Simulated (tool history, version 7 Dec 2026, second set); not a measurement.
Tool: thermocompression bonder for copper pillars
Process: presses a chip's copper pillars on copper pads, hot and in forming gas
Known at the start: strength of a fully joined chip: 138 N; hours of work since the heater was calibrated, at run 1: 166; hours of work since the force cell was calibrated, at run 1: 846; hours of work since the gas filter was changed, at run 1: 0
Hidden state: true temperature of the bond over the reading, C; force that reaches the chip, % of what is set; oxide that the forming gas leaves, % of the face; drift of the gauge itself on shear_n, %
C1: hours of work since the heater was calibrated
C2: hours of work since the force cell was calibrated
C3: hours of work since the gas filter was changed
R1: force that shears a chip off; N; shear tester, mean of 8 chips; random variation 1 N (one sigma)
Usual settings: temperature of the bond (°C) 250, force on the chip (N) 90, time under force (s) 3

run 1 hour=0 | temperature_of_the_bond_(°C)=250 force_on_the_chip_(N)=90 time_under_force_(s)=3 | C1=166 C2=846 C3=0 | R1=92.5
run 2 hour=27.2 | temperature_of_the_bond_(°C)=250 force_on_the_chip_(N)=90 time_under_force_(s)=3 | C1=186 C2=866 C3=20 | R1=92.5
run 3 hour=46.1 | temperature_of_the_bond_(°C)=250 force_on_the_chip_(N)=90 time_under_force_(s)=3 | C1=200 C2=880 C3=34 | R1=91.9
run 4 hour=74.8 | temperature_of_the_bond_(°C)=250 force_on_the_chip_(N)=90 time_under_force_(s)=3 | C1=221 C2=901 C3=55 | R1=91.6
run 5 hour=106.9 | temperature_of_the_bond_(°C)=250 force_on_the_chip_(N)=90 time_under_force_(s)=3 | C1=244 C2=925 C3=79 | R1=91.4
run 6 hour=126.3 | temperature_of_the_bond_(°C)=250 force_on_the_chip_(N)=90 time_under_force_(s)=3 | C1=259 C2=939 C3=93 | R1=92.1
run 7 hour=164.3 | temperature_of_the_bond_(°C)=250 force_on_the_chip_(N)=116 time_under_force_(s)=6 | C1=287 C2=967 C3=121 | R1=119.1
run 8 hour=204.6 | temperature_of_the_bond_(°C)=250 force_on_the_chip_(N)=116 time_under_force_(s)=6 | C1=316 C2=997 C3=151 | R1=118.5
run 9 hour=224.9 | temperature_of_the_bond_(°C)=242 force_on_the_chip_(N)=132 time_under_force_(s)=2 | C1=331 C2=1012 C3=166 | R1=95.6
run 10 hour=259.7 | temperature_of_the_bond_(°C)=253 force_on_the_chip_(N)=122 time_under_force_(s)=5 | C1=357 C2=1038 C3=191 | R1=120.6
run 11 hour=298 | temperature_of_the_bond_(°C)=250 force_on_the_chip_(N)=79 time_under_force_(s)=3 | C1=385 C2=1066 C3=219 | R1=85.4

Forecast each of these 4 alternatives for the next run:
run A hour=338.3 | temperature_of_the_bond_(°C)=250 force_on_the_chip_(N)=76 time_under_force_(s)=3 | C1=415 C2=1095 C3=249 | R1=?
run B hour=338.3 | temperature_of_the_bond_(°C)=222 force_on_the_chip_(N)=85 time_under_force_(s)=8 | C1=415 C2=1095 C3=249 | R1=?
run C hour=338.3 | temperature_of_the_bond_(°C)=279 force_on_the_chip_(N)=89 time_under_force_(s)=3 | C1=415 C2=1095 C3=249 | R1=?
run D hour=338.3 | temperature_of_the_bond_(°C)=250 force_on_the_chip_(N)=81 time_under_force_(s)=2 | C1=415 C2=1095 C3=249 | R1=?

run=A R1=83
run=B R1=86.6
run=C R1=113.3
run=D R1=75.4
Without the tool's hidden state the same runs would have given:
run=A R1=83.7
run=B R1=87.3
run=C R1=114.1
run=D R1=76
